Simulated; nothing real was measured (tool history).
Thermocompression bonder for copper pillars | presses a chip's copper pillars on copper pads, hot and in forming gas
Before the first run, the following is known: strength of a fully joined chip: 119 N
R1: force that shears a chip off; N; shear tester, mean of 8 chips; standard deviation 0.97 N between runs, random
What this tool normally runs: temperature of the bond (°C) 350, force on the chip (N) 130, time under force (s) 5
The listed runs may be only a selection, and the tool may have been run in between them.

Run 1, hour 0.0: usual settings. Result: R1 77.1 N.
Run 2, hour 21.5: usual settings. Result: R1 78.0 N.
Run 3, hour 40.2: usual settings. Result: R1 75.9 N.
Run 4, hour 62.2: usual settings. Result: R1 76.9 N.
Run 5, hour 83.8: usual settings. Result: R1 74.4 N.
Run 6, hour 98.1: usual settings. Result: R1 74.0 N.
Run 7, hour 115.5: usual settings but temperature of the bond (°C) 362. Result: R1 80.0 N.
Run 8, hour 137.9: usual settings but temperature of the bond (°C) 362. Result: R1 82.3 N.
At hour 154.6: forming gas filter changed.
Run 9, hour 160.7: usual settings but temperature of the bond (°C) 362. Result: R1 82.6 N.
Run 10, hour 171.5: usual settings but temperature of the bond (°C) 362, force on the chip (N) 126. Result: R1 81.9 N.
Run 11, hour 180.7: usual settings but temperature of the bond (°C) 342. Result: R1 69.5 N.
Run 12, hour 198.4: usual settings but temperature of the bond (°C) 342. Result: R1 69.4 N.
Run 13, hour 216.2: usual settings but temperature of the bond (°C) 342. Result: R1 70.6 N.
Run 14, hour 229.3: usual settings. Result: R1 73.6 N.
At hour 233.2: heater calibrated with a thermocouple chip.
Run 15, hour 248.3: usual settings. Result: R1 68.2 N.
Run 16, hour 270.3: usual settings. Result: R1 68.0 N.
Run 17, hour 289.6: usual settings but time under force (s) 6. Result: R1 71.4 N.
Run 18, hour 309.8: usual settings but time under force (s) 6. Result: R1 72.4 N.
Run 19, hour 321.8: usual settings but time under force (s) 6. Result: R1 71.3 N.
At hour 324.2: forming gas filter changed.
Run 20, hour 339.8: usual settings. Result: R1 70.4 N.
Run 21, hour 350.9: usual settings but temperature of the bond (°C) 361, force on the chip (N) 100. Result: R1 67.1 N.
Run 22, hour 361.3: usual settings but force on the chip (N) 99, time under force (s) 3. Result: R1 49.5 N.
At hour 365.7: heater calibrated with a thermocouple chip, once more.
Run 23, hour 373.4: usual settings but temperature of the bond (°C) 371, force on the chip (N) 83, time under force (s) 6. Result: R1 79.4 N.
Run 24, hour 390.3: usual settings but temperature of the bond (°C) 341, force on the chip (N) 98, time under force (s) 8. Result: R1 72.4 N.
Run 25, hour 411.3: usual settings but temperature of the bond (°C) 357, force on the chip (N) 185, time under force (s) 8. Result: R1 104.9 N.
Run 26, hour 424.0: usual settings but temperature of the bond (°C) 339. Result: R1 71.4 N.
Run 27, hour 446.0: usual settings but temperature of the bond (°C) 325, force on the chip (N) 124. Result: R1 59.7 N.
Run 28, hour 456.3: usual settings but temperature of the bond (°C) 325, force on the chip (N) 124. Result: R1 58.6 N.
Run 29, hour 477.8: usual settings but temperature of the bond (°C) 349, force on the chip (N) 167, time under force (s) 14. Result: R1 101.2 N.
Run 30, hour 490.6: usual settings but temperature of the bond (°C) 378, force on the chip (N) 116, time under force (s) 8. Result: R1 97.9 N.
At hour 493.2: forming gas filter changed.
Run 31, hour 504.8: usual settings but temperature of the bond (°C) 354, force on the chip (N) 88, time under force (s) 7. Result: R1 74.2 N.
Run 32, hour 523.3: usual settings but temperature of the bond (°C) 373, force on the chip (N) 184, time under force (s) 14. Result: R1 117.5 N.

Forecast run 33:
Run 33, hour 544.9: usual settings but temperature of the bond (°C) 373, force on the chip (N) 184, time under force (s) 14. Result: R1 ?.

R1: 112.8 N
Had the tool carried no hidden state, the very same run would have given R1 115.2 N.
